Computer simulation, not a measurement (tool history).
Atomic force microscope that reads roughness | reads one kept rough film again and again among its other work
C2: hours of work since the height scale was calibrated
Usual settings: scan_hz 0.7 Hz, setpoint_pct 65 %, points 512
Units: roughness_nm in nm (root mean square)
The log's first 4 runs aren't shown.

{"run": 5, "hour": 39.9, "scan_hz": 0.7, "setpoint_pct": 84, "points": 512, "pictures with this tip": 166, "C2": 103, "roughness_nm": 2.829}
{"run": 6, "hour": 50.4, "scan_hz": 0.7, "setpoint_pct": 84, "points": 512, "pictures with this tip": 183, "C2": 109, "roughness_nm": 2.78}
{"run": 7, "hour": 61.4, "scan_hz": 0.7, "setpoint_pct": 84, "points": 512, "pictures with this tip": 201, "C2": 115, "roughness_nm": 2.686}
{"run": 8, "hour": 73.8, "scan_hz": 0.7, "setpoint_pct": 84, "points": 512, "pictures with this tip": 221, "C2": 122, "roughness_nm": 2.635}
{"run": 9, "hour": 83.1, "scan_hz": 0.7, "setpoint_pct": 65, "points": 512, "pictures with this tip": 236, "C2": 127, "roughness_nm": 2.673}
{"run": 10, "hour": 92.4, "scan_hz": 0.7, "setpoint_pct": 65, "points": 512, "pictures with this tip": 251, "C2": 132, "roughness_nm": 2.623}
{"run": 11, "hour": 101.8, "scan_hz": 0.7, "setpoint_pct": 65, "points": 512, "pictures with this tip": 267, "C2": 138, "roughness_nm": 2.576}
{"run": 12, "hour": 111.9, "scan_hz": 0.7, "setpoint_pct": 65, "points": 512, "pictures with this tip": 283, "C2": 143, "roughness_nm": 2.518}
{"run": 13, "hour": 121.5, "scan_hz": 3.742, "setpoint_pct": 65, "points": 512, "pictures with this tip": 299, "C2": 149, "roughness_nm": 2.23}
{"run": 14, "hour": 129.7, "scan_hz": 1.634, "setpoint_pct": 65, "points": 512, "pictures with this tip": 312, "C2": 153, "roughness_nm": 2.35}
{"hour": 133.6, "done": "new tip fitted"}
{"run": 15, "hour": 138.1, "scan_hz": 1.634, "setpoint_pct": 65, "points": 512, "pictures with this tip": 7, "C2": 158, "roughness_nm": 3.707}
{"run": 16, "hour": 144.0, "scan_hz": 1.634, "setpoint_pct": 65, "points": 512, "pictures with this tip": 17, "C2": 161, "roughness_nm": 3.65}
{"run": 17, "hour": 156.6, "scan_hz": 1.538, "setpoint_pct": 69, "points": 512, "pictures with this tip": 38, "C2": 168, "roughness_nm": 3.501}
{"run": 18, "hour": 164.9, "scan_hz": 0.542, "setpoint_pct": 69, "points": 561, "pictures with this tip": 51, "C2": 173, "roughness_nm": 3.553}

Forecast run 19:
{"run": 19, "hour": 176.6, "scan_hz": 0.868, "setpoint_pct": 65, "points": 634, "pictures with this tip": 70, "C2": 179, "roughness_nm": "?"}

Run 19 gave roughness_nm 3.382 nm (root mean square).
Without the tool's hidden state the same run would have given roughness_nm 3.967 nm (root mean square).
